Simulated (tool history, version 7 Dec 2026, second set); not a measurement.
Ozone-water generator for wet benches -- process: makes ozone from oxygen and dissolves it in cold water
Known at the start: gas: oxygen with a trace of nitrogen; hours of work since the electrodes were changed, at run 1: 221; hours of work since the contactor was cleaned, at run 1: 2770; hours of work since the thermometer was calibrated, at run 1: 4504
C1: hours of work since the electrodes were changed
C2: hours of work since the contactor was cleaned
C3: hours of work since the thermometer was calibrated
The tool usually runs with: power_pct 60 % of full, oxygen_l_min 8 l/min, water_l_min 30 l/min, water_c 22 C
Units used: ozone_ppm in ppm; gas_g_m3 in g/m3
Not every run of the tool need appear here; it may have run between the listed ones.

Run 1, hour 0: usual settings; C1 221; C2 2770; C3 4504. Result: ozone_ppm 23.4 ppm, gas_g_m3 235.8 g/m3.
Run 2, hour 20.3: usual settings; C1 234; C2 2784; C3 4517. Result: ozone_ppm 23.5 ppm, gas_g_m3 234.6 g/m3.
Run 3, hour 41.9: usual settings but water_c 14 C; C1 248; C2 2798; C3 4532. Result: ozone_ppm 26 ppm, gas_g_m3 234 g/m3.
Run 4, hour 62.1: usual settings but power_pct 80 % of full, water_c 14 C; C1 262; C2 2811; C3 4545. Result: ozone_ppm 34.1 ppm, gas_g_m3 310.6 g/m3.
Run 5, hour 80.3: usual settings but power_pct 80 % of full, water_c 14 C; C1 274; C2 2823; C3 4557. Result: ozone_ppm 34.3 ppm, gas_g_m3 306.1 g/m3.
Run 6, hour 102.4: usual settings but power_pct 80 % of full, water_c 14 C; C1 289; C2 2838; C3 4572. Result: ozone_ppm 34.3 ppm, gas_g_m3 307.8 g/m3.
Run 7, hour 136.8: usual settings but power_pct 80 % of full, water_c 21 C; C1 312; C2 2861; C3 4595. Result: ozone_ppm 30.8 ppm, gas_g_m3 308 g/m3.
Run 8, hour 161.4: usual settings but power_pct 80 % of full, water_c 21 C; C1 328; C2 2877; C3 4611. Result: ozone_ppm 30.9 ppm, gas_g_m3 310.1 g/m3.
Run 9, hour 190.7: usual settings but power_pct 80 % of full, oxygen_l_min 9.76 l/min, water_c 21 C; C1 347; C2 2897; C3 4631. Result: ozone_ppm 30.9 ppm, gas_g_m3 281.9 g/m3.
Run 10, hour 216.8: usual settings but power_pct 80 % of full, oxygen_l_min 9.76 l/min, water_c 21 C; C1 365; C2 2914; C3 4648. Result: ozone_ppm 30.7 ppm, gas_g_m3 280.5 g/m3.
Run 11, hour 247.9: usual settings but power_pct 80 % of full, water_l_min 31 l/min, water_c 16 C; C1 385; C2 2935; C3 4669. Result: ozone_ppm 32.2 ppm, gas_g_m3 305.9 g/m3.
Run 12, hour 263.5: usual settings but power_pct 51 % of full, oxygen_l_min 5.4 l/min; C1 396; C2 2945; C3 4679. Result: ozone_ppm 19.4 ppm, gas_g_m3 247.3 g/m3.
Run 13, hour 281.4: usual settings but power_pct 57 % of full, oxygen_l_min 5.68 l/min, water_l_min 27 l/min, water_c 15 C; C1 408; C2 2957; C3 4691. Result: ozone_ppm 25.9 ppm, gas_g_m3 264.9 g/m3.
Run 14, hour 299.1: usual settings but power_pct 57 % of full, oxygen_l_min 5.68 l/min, water_l_min 27 l/min, water_c 15 C; C1 419; C2 2969; C3 4703. Result: ozone_ppm 26.3 ppm, gas_g_m3 265.7 g/m3.
Run 15, hour 336.5: usual settings but power_pct 57 % of full, oxygen_l_min 5.68 l/min, water_l_min 27 l/min, water_c 15 C; C1 444; C2 2994; C3 4728. Result: ozone_ppm 26.3 ppm, gas_g_m3 264.5 g/m3.

3 options for the next run, each taken on its own from the tool as it stands now. Forecast them:
Run A, hour 360.4: usual settings but power_pct 67 % of full, oxygen_l_min 11.53 l/min; C1 460; C2 3010; C3 4743. Result: ozone_ppm ?, gas_g_m3 ?.
Run B, hour 360.4: usual settings but power_pct 51 % of full, oxygen_l_min 5.68 l/min, water_l_min 29 l/min, water_c 28 C; C1 460; C2 3010; C3 4743. Result: ozone_ppm ?, gas_g_m3 ?.
Run C, hour 360.4: usual settings but oxygen_l_min 9.2 l/min, water_l_min 39 l/min; C1 460; C2 3010; C3 4743. Result: ozone_ppm ?, gas_g_m3 ?.

run  ozone_ppm  gas_g_m3
  A       25.2     216.2
  B       18.4     243.1
  C       18.4     220.1
What these runs would have given with no unlogged condition in the tool:
run  ozone_ppm  gas_g_m3
  A       25.2     216.2
  B       18.4     243.2
  C       18.4     220.2
